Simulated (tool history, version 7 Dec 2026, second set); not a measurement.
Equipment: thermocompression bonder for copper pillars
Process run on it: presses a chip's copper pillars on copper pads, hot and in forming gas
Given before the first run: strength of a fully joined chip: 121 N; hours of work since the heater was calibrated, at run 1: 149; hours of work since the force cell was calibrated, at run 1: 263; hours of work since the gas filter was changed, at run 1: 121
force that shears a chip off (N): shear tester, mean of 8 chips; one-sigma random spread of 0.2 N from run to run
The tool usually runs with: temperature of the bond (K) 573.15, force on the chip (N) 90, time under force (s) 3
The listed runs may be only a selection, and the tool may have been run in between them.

run	hour	temperature of the bond (K)	force on the chip (N)	time under force (s)	hours of work since the heater was calibrated	hours of work since the force cell was calibrated	hours of work since the gas filter was changed	force that shears a chip off (N)
1	0.0	573.15	90	3	149	263	121	46.7
2	14.7	598.15	90	3	159	273	130	62.3
3	26.0	573.15	60	3	166	280	138	29.3
4	42.9	573.15	90	3	177	291	149	46.2
5	53.2	573.15	90	3	183	297	155	46.1
6	67.3	573.15	90	3	192	307	164	46.0
7	81.4	573.15	90	3	202	316	173	46.1
8	95.0	573.15	90	9	210	324	182	67.1
9	108.4	573.15	90	9	219	333	191	67.7
10	126.7	598.15	90	3	231	345	203	62.2
11	144.2	598.15	90	3	242	356	214	61.9
12	156.4	573.15	90	3	250	364	222	45.5
13	170.3	573.15	90	3	259	373	231	45.6
14	184.8	573.15	90	3	268	382	240	45.3
15	194.5	573.15	90	3	274	389	246	45.2
16	206.4	573.15	90	3	282	396	254	45.1
17	224.2	576.15	90	3	294	408	265	47.0
18	233.1	576.15	90	4	299	413	271	52.1
# hour 240.6: gauge calibrated
19	247.4	576.15	90	4	308	423	280	53.6
20	258.2	576.15	79	4	315	430	287	46.6
21	269.5	576.15	87	4	323	437	295	51.7
22	277.1	576.15	100	3	328	442	299	53.6
23	292.4	576.15	106	4	337	452	309	62.4
24	309.2	576.15	106	4	348	462	320	62.3
25	324.8	576.15	106	4	358	472	330	62.6
26	336.5	576.15	62	4	366	480	338	35.8
27	344.0	573.15	115	3	371	485	343	58.4
28	359.4	555.15	131	3	381	495	353	52.6
29	371.4	555.15	131	3	388	503	360	52.9
30	379.6	557.15	63	8	394	508	366	36.7
31	391.4	557.15	63	8	401	515	373	36.5
32	403.2	557.15	63	8	409	523	381	36.6
33	412.0	601.15	101	3	415	529	386	70.0
34	429.6	546.15	59	2	426	540	398	15.1
# hour 439.2: forming gas filter changed
35	445.7	546.15	113	2	436	550	4	33.6
36	458.9	546.15	81	2	444	559	13	22.5
37	472.0	546.15	81	2	453	567	21	22.2
38	482.2	573.15	90	7	459	574	28	61.5
39	491.3	573.15	65	5	465	579	34	39.1
40	501.7	559.15	109	4	472	586	40	51.2

Branching from run 40: 3 alternative next runs. What would each branch give?
A	517.0	562.15	109	4	482	596	50	?
B	517.0	594.15	84	3	482	596	50	?
C	517.0	573.15	107	4	482	596	50	?

run	force that shears a chip off (N)
A	52.8
B	54.5
C	59.5
Take away the tool's hidden state, keep each run's random variation, and the runs would have read:
run	force that shears a chip off (N)
A	54.0
B	55.7
C	60.9
